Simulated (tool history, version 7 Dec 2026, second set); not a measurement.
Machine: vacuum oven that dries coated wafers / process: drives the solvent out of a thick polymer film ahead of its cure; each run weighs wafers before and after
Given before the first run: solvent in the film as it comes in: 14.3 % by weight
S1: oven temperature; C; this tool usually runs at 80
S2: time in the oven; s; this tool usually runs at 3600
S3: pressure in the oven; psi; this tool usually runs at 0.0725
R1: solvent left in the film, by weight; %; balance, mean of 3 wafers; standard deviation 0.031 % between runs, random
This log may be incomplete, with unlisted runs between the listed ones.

{"run": 1, "hour": 0.0, "S1": 80, "S2": 3600, "S3": 0.0725, "R1": 0.82}
{"run": 2, "hour": 12.8, "S1": 80, "S2": 3600, "S3": 0.0725, "R1": 0.9}
{"run": 3, "hour": 19.4, "S1": 80, "S2": 3600, "S3": 0.0725, "R1": 0.87}
{"run": 4, "hour": 30.1, "S1": 80, "S2": 3600, "S3": 0.0725, "R1": 0.89}
{"run": 5, "hour": 37.5, "S1": 91, "S2": 3600, "S3": 0.0725, "R1": 0.18}
{"run": 6, "hour": 49.2, "S1": 91, "S2": 3600, "S3": 0.0725, "R1": 0.11}
{"run": 7, "hour": 56.8, "S1": 91, "S2": 3600, "S3": 0.0725, "R1": 0.23}
{"run": 8, "hour": 63.4, "S1": 91, "S2": 3600, "S3": 0.0725, "R1": 0.12}
{"run": 9, "hour": 73.1, "S1": 91, "S2": 3600, "S3": 0.0725, "R1": 0.13}
{"run": 10, "hour": 79.3, "S1": 91, "S2": 3600, "S3": 0.0725, "R1": 0.23}
{"run": 11, "hour": 90.9, "S1": 95, "S2": 3600, "S3": 0.0725, "R1": 0.11}
{"run": 12, "hour": 103.5, "S1": 80, "S2": 3840, "S3": 0.0725, "R1": 0.78}
{"run": 13, "hour": 111.6, "S1": 76, "S2": 3840, "S3": 0.0725, "R1": 1.57}
{"run": 14, "hour": 117.6, "S1": 76, "S2": 3840, "S3": 0.0725, "R1": 1.5}
{"run": 15, "hour": 125.9, "S1": 80, "S2": 3600, "S3": 0.0725, "R1": 0.86}
{"run": 16, "hour": 138.3, "S1": 72, "S2": 3600, "S3": 0.0725, "R1": 2.94}
{"run": 17, "hour": 150.4, "S1": 92, "S2": 3600, "S3": 0.0725, "R1": 0.16}
{"run": 18, "hour": 162.9, "S1": 80, "S2": 3600, "S3": 0.0725, "R1": 0.93}
{"hour": 165.9, "done": "oven's thermocouples calibrated"}
{"run": 19, "hour": 170.3, "S1": 70, "S2": 3600, "S3": 0.0725, "R1": 3.74}
{"run": 20, "hour": 177.3, "S1": 70, "S2": 3600, "S3": 0.0725, "R1": 3.76}
{"run": 21, "hour": 183.6, "S1": 70, "S2": 3600, "S3": 0.0725, "R1": 3.77}
{"run": 22, "hour": 192.3, "S1": 70, "S2": 3600, "S3": 0.0725, "R1": 3.78}
{"run": 23, "hour": 198.9, "S1": 70, "S2": 3600, "S3": 0.0725, "R1": 3.76}
{"run": 24, "hour": 204.5, "S1": 70, "S2": 3600, "S3": 0.0725, "R1": 3.8}
{"run": 25, "hour": 213.2, "S1": 70, "S2": 3600, "S3": 0.0725, "R1": 3.74}
{"run": 26, "hour": 222.1, "S1": 80, "S2": 3420, "S3": 0.0424, "R1": 0.99}
{"run": 27, "hour": 232.1, "S1": 80, "S2": 3600, "S3": 0.1194, "R1": 1.1}
{"hour": 239.3, "done": "oven's thermocouples calibrated, once more"}
{"run": 28, "hour": 245.0, "S1": 69, "S2": 3600, "S3": 0.0847, "R1": 3.81}
{"run": 29, "hour": 254.2, "S1": 69, "S2": 3600, "S3": 0.0847, "R1": 3.82}
{"run": 30, "hour": 263.6, "S1": 69, "S2": 3600, "S3": 0.0847, "R1": 3.85}
{"run": 31, "hour": 271.0, "S1": 71, "S2": 3600, "S3": 0.0847, "R1": 3.17}
{"run": 32, "hour": 282.1, "S1": 89, "S2": 3600, "S3": 0.0847, "R1": 0.2}
{"run": 33, "hour": 290.8, "S1": 80, "S2": 2460, "S3": 0.0725, "R1": 1.75}
{"run": 34, "hour": 298.7, "S1": 80, "S2": 2460, "S3": 0.0725, "R1": 1.76}
{"run": 35, "hour": 310.9, "S1": 80, "S2": 3600, "S3": 0.038, "R1": 0.78}
{"run": 36, "hour": 318.3, "S1": 80, "S2": 3600, "S3": 0.038, "R1": 0.75}
{"run": 37, "hour": 330.9, "S1": 89, "S2": 4560, "S3": 0.0725, "R1": 0.22}
{"run": 38, "hour": 337.1, "S1": 83, "S2": 3300, "S3": 0.1153, "R1": 0.7}
{"run": 39, "hour": 348.4, "S1": 77, "S2": 3300, "S3": 0.1329, "R1": 1.78}
{"run": 40, "hour": 360.0, "S1": 80, "S2": 3360, "S3": 0.0464, "R1": 0.89}

Run 41 has not been measured yet. What should we expect?
{"run": 41, "hour": 366.6, "S1": 80, "S2": 3360, "S3": 0.0464, "R1": "?"}

Run 41 came out at R1 0.91 %.
Were there no unlogged condition in the tool, this run, its random variation unchanged, would have produced R1 0.75 %.
